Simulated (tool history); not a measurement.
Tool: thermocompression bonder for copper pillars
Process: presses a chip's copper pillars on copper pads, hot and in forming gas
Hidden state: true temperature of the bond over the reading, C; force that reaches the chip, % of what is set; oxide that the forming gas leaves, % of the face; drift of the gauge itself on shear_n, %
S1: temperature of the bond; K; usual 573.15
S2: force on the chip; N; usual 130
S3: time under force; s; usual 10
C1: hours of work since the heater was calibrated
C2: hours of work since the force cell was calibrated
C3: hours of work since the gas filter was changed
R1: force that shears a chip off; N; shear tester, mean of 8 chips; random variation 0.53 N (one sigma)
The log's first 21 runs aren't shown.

Run 22, hour 147.6: usual settings but S3 11 s; C1 364; C2 324; C3 344. Result: R1 99.2 N.
Run 23, hour 152.3: usual settings but S3 28 s; C1 368; C2 328; C3 348. Result: R1 123.3 N.
Run 24, hour 160.9: usual settings but S1 565.15 K, S2 93 N, S3 28 s; C1 374; C2 334; C3 355. Result: R1 100.7 N.
Run 25, hour 169.6: usual settings but S2 163 N, S3 16 s; C1 381; C2 341; C3 361. Result: R1 117.8 N.
Run 26, hour 173.7: usual settings but S3 17 s; C1 384; C2 344; C3 364. Result: R1 110.5 N.
Run 27, hour 182.5: usual settings but S1 592.15 K, S2 148 N, S3 16 s; C1 391; C2 351; C3 371. Result: R1 128.4 N.
Run 28, hour 191.1: usual settings but S1 546.15 K, S2 99 N, S3 8 s; C1 397; C2 357; C3 378. Result: R1 53.4 N.
Run 29, hour 197.8: usual settings but S3 20 s; C1 403; C2 362; C3 383. Result: R1 115.9 N.
Run 30, hour 207.1: usual settings but S3 20 s; C1 410; C2 370; C3 390. Result: R1 115.2 N.
Run 31, hour 215.0: usual settings but S1 561.15 K, S2 87 N; C1 416; C2 376; C3 396. Result: R1 66.1 N.

Forecast run 32:
Run 32, hour 219.9: usual settings but S1 561.15 K, S2 124 N; C1 419; C2 379; C3 400. Result: R1 ?.

R1: 82.1 N
Without the tool's hidden state the same run would have given R1 82.9 N.
